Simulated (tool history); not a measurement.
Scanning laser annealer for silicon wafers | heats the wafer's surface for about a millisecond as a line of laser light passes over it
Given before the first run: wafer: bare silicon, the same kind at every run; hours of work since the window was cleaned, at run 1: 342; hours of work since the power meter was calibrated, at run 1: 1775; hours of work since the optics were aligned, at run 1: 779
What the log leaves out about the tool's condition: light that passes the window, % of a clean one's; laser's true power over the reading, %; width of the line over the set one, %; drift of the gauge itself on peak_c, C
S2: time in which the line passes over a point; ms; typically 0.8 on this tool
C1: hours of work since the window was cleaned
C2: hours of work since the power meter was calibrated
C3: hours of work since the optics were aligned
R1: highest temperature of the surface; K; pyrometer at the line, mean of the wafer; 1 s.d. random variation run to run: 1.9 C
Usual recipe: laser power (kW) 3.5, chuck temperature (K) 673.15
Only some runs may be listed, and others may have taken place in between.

Run 1, hour 0: usual settings; C1 342; C2 1775; C3 779. Result: R1 1332.15 K.
At hour 14.8: window over the wafer cleaned.
Run 2, hour 47.4: usual settings; C1 23; C2 1808; C3 812. Result: R1 1374.15 K.
Run 3, hour 110: usual settings; C1 68; C2 1853; C3 857. Result: R1 1364.15 K.
Run 4, hour 139.8: usual settings but S2 0.734 ms; C1 90; C2 1874; C3 878. Result: R1 1334.15 K.
Run 5, hour 169.6: usual settings; C1 111; C2 1896; C3 899. Result: R1 1360.15 K.
Run 6, hour 227.1: usual settings; C1 152; C2 1937; C3 941. Result: R1 1354.15 K.
Run 7, hour 253.7: usual settings; C1 171; C2 1956; C3 960. Result: R1 1350.15 K.
Run 8, hour 303.4: usual settings; C1 207; C2 1992; C3 995. Result: R1 1345.15 K.
Run 9, hour 349: usual settings; C1 240; C2 2024; C3 1028. Result: R1 1338.15 K.
Run 10, hour 394: usual settings; C1 272; C2 2057; C3 1060. Result: R1 1339.15 K.
Run 11, hour 422.9: usual settings; C1 293; C2 2077; C3 1081. Result: R1 1329.15 K.
Run 12, hour 470.2: usual settings but chuck temperature (K) 679.15; C1 327; C2 2111; C3 1115. Result: R1 1334.15 K.
At hour 507.8: window over the wafer cleaned.
Run 13, hour 521.9: usual settings but chuck temperature (K) 679.15; C1 10; C2 2147; C3 1151. Result: R1 1380.15 K.
Run 14, hour 581.3: usual settings but chuck temperature (K) 679.15; C1 53; C2 2190; C3 1193. Result: R1 1374.15 K.
At hour 606.7: optics aligned, line set to its width.
Run 15, hour 612.1: usual settings but S2 0.588 ms, chuck temperature (K) 682.15; C1 71; C2 2208; C3 4. Result: R1 1298.15 K.
Run 16, hour 662.7: usual settings but S2 0.588 ms, chuck temperature (K) 682.15; C1 108; C2 2245; C3 40. Result: R1 1292.15 K.
Run 17, hour 720.5: usual settings but S2 0.841 ms, chuck temperature (K) 674.15; C1 149; C2 2286; C3 82. Result: R1 1385.15 K.
Run 18, hour 750.8: usual settings but laser power (kW) 3.662, S2 0.603 ms, chuck temperature (K) 698.15; C1 171; C2 2308; C3 103. Result: R1 1342.15 K.
Run 19, hour 796.1: usual settings but laser power (kW) 3.662, S2 0.72 ms, chuck temperature (K) 667.15; C1 203; C2 2340; C3 136. Result: R1 1358.15 K.
Run 20, hour 839.9: usual settings but laser power (kW) 3.662, S2 0.72 ms, chuck temperature (K) 667.15; C1 235; C2 2372; C3 167. Result: R1 1354.15 K.
Run 21, hour 866.7: usual settings but laser power (kW) 3.662, S2 0.72 ms, chuck temperature (K) 667.15; C1 254; C2 2391; C3 187. Result: R1 1355.15 K.
Run 22, hour 893.1: usual settings but laser power (kW) 3.701, S2 0.587 ms, chuck temperature (K) 636.15; C1 273; C2 2410; C3 206. Result: R1 1268.15 K.
Run 23, hour 923.5: usual settings but laser power (kW) 3.478, chuck temperature (K) 711.15; C1 295; C2 2432; C3 227. Result: R1 1379.15 K.
Run 24, hour 969.8: usual settings but laser power (kW) 3.478, chuck temperature (K) 711.15; C1 328; C2 2465; C3 261. Result: R1 1371.15 K.
Run 25, hour 995.7: usual settings but laser power (kW) 3.392, S2 0.653 ms, chuck temperature (K) 702.15; C1 347; C2 2484; C3 279. Result: R1 1289.15 K.
At hour 1004.2: window over the wafer cleaned.
Run 26, hour 1023.7: usual settings but laser power (kW) 3.55, S2 0.735 ms; C1 14; C2 2502; C3 298. Result: R1 1365.15 K.
Run 27, hour 1057.5: usual settings but laser power (kW) 3.651, S2 0.768 ms, chuck temperature (K) 676.15; C1 38; C2 2526; C3 322. Result: R1 1400.15 K.

Below are 4 alternative next runs, each starting from the tool's condition after run 27. Predict each:
Run A, hour 1085: usual settings but laser power (kW) 3.744, S2 0.964 ms, chuck temperature (K) 684.15; C1 58; C2 2546; C3 342. Result: R1 ?.
Run B, hour 1085: usual settings but laser power (kW) 3.507, S2 0.79 ms, chuck temperature (K) 666.15; C1 58; C2 2546; C3 342. Result: R1 ?.
Run C, hour 1085: usual settings but laser power (kW) 3.419, S2 0.57 ms, chuck temperature (K) 668.15; C1 58; C2 2546; C3 342. Result: R1 ?.
Run D, hour 1085: usual settings but laser power (kW) 3.651, S2 0.768 ms, chuck temperature (K) 662.15; C1 58; C2 2546; C3 342. Result: R1 ?.

run       R1
  A  1511.15
  B  1364.15
  C  1253.15
  D  1390.15
Had the tool no hidden state, the same runs would have come out as:
run       R1
  A  1514.15
  B  1367.15
  C  1256.15
  D  1394.15
